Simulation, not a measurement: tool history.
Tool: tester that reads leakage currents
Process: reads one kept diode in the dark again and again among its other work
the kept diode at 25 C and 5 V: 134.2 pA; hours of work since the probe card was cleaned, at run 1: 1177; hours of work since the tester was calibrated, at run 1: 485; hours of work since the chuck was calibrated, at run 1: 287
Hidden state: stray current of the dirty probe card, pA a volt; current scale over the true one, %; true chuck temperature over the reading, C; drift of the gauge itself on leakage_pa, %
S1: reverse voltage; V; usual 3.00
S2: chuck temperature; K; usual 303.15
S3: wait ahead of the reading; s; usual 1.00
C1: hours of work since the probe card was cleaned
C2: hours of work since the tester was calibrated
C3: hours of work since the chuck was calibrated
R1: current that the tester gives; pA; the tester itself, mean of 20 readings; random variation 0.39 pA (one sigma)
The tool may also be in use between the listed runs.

run 1 hour=0.0 | S1=3.00 S2=303.15 S3=1.00 | C1=1177 C2=485 C3=287 | R1=157.00
run 2 hour=63.2 | S1=3.00 S2=319.15 S3=1.00 | C1=1220 C2=528 C3=331 | R1=453.76
run 3 hour=150.8 | S1=3.00 S2=303.15 S3=5.60 | C1=1281 C2=589 C3=391 | R1=157.07
run 4 hour=230.3 | S1=3.00 S2=303.15 S3=5.60 | C1=1335 C2=644 C3=446 | R1=156.75
run 5 hour=294.0 | S1=3.31 S2=303.15 S3=1.00 | C1=1379 C2=687 C3=490 | R1=164.08
run 6 hour=346.1 | S1=3.31 S2=303.15 S3=1.00 | C1=1415 C2=723 C3=526 | R1=163.89
run 7 hour=420.5 | S1=3.00 S2=303.15 S3=2.35 | C1=1466 C2=774 C3=577 | R1=156.80
run 8 hour=525.5 | S1=3.00 S2=303.15 S3=2.35 | C1=1539 C2=847 C3=649 | R1=156.86
-- hour=550.7 probe card cleaned and baked
run 9 hour=575.0 | S1=3.00 S2=303.15 S3=1.00 | C1=17 C2=879 C3=681 | R1=154.56
run 10 hour=664.2 | S1=3.00 S2=303.15 S3=1.00 | C1=78 C2=940 C3=743 | R1=153.80
run 11 hour=743.2 | S1=3.00 S2=303.15 S3=1.00 | C1=133 C2=995 C3=797 | R1=154.12
run 12 hour=815.0 | S1=3.00 S2=299.15 S3=1.00 | C1=182 C2=1044 C3=846 | R1=116.44
run 13 hour=883.3 | S1=3.00 S2=299.15 S3=1.00 | C1=229 C2=1091 C3=894 | R1=116.57
run 14 hour=965.4 | S1=3.00 S2=299.15 S3=1.00 | C1=286 C2=1148 C3=950 | R1=116.65
run 15 hour=1064.4 | S1=3.00 S2=306.15 S3=1.00 | C1=354 C2=1216 C3=1018 | R1=189.67
-- hour=1073.5 chuck's temperature calibrated
run 16 hour=1143.6 | S1=3.00 S2=303.15 S3=1.16 | C1=407 C2=1269 C3=48 | R1=154.05
run 17 hour=1239.8 | S1=3.00 S2=303.15 S3=1.26 | C1=473 C2=1335 C3=115 | R1=153.49
-- hour=1293.9 chuck's temperature calibrated, once more
run 18 hour=1310.3 | S1=3.00 S2=303.15 S3=1.26 | C1=520 C2=1383 C3=11 | R1=155.15
run 19 hour=1355.8 | S1=3.00 S2=304.15 S3=0.65 | C1=552 C2=1414 C3=43 | R1=165.87
run 20 hour=1424.5 | S1=3.80 S2=303.15 S3=0.63 | C1=599 C2=1461 C3=90 | R1=171.07
run 21 hour=1523.7 | S1=3.80 S2=303.15 S3=0.63 | C1=667 C2=1530 C3=158 | R1=171.47
run 22 hour=1625.5 | S1=11.44 S2=329.15 S3=1.61 | C1=738 C2=1600 C3=228 | R1=1423.83
run 23 hour=1673.2 | S1=2.97 S2=303.15 S3=1.71 | C1=770 C2=1633 C3=261 | R1=153.77
run 24 hour=1738.7 | S1=2.97 S2=303.15 S3=1.71 | C1=816 C2=1678 C3=306 | R1=153.88
run 25 hour=1835.9 | S1=7.27 S2=319.15 S3=1.00 | C1=882 C2=1745 C3=373 | R1=640.56
run 26 hour=1916.5 | S1=4.33 S2=302.15 S3=1.51 | C1=938 C2=1800 C3=429 | R1=167.63
run 27 hour=1971.2 | S1=4.63 S2=317.15 S3=3.54 | C1=976 C2=1838 C3=466 | R1=468.20
run 28 hour=2033.3 | S1=8.31 S2=317.15 S3=0.98 | C1=1018 C2=1881 C3=509 | R1=597.69
run 29 hour=2127.9 | S1=8.31 S2=317.15 S3=0.98 | C1=1084 C2=1946 C3=574 | R1=595.57
run 30 hour=2178.1 | S1=2.89 S2=303.15 S3=1.00 | C1=1118 C2=1980 C3=609 | R1=151.60
run 31 hour=2285.6 | S1=4.54 S2=293.15 S3=0.76 | C1=1192 C2=2054 C3=683 | R1=90.66
run 32 hour=2365.3 | S1=4.54 S2=293.15 S3=0.76 | C1=1247 C2=2109 C3=738 | R1=91.04
run 33 hour=2440.0 | S1=4.54 S2=293.15 S3=0.76 | C1=1299 C2=2161 C3=789 | R1=90.64
run 34 hour=2502.1 | S1=2.82 S2=293.15 S3=4.92 | C1=1341 C2=2204 C3=832 | R1=73.31
run 35 hour=2572.2 | S1=2.82 S2=293.15 S3=4.92 | C1=1390 C2=2252 C3=880 | R1=73.05

3 ways to go on from here, each from the tool as it stands after run 35. What would each give?
-- hour=2578.6 tester calibrated
run A hour=2668.7 | S1=1.99 S2=303.15 S3=4.14 | C1=1455 C2=62 C3=946 | R1=?
-- hour=2578.6 tester calibrated
run B hour=2668.7 | S1=17.59 S2=293.15 S3=4.92 | C1=1455 C2=62 C3=946 | R1=?
-- hour=2578.6 tester calibrated
run C hour=2668.7 | S1=3.74 S2=311.15 S3=1.16 | C1=1455 C2=62 C3=946 | R1=?

run=A R1=130.23
run=B R1=166.60
run=C R1=292.26
Without the tool's hidden state the same runs would have given:
run=A R1=131.44
run=B R1=156.97
run=C R1=295.22
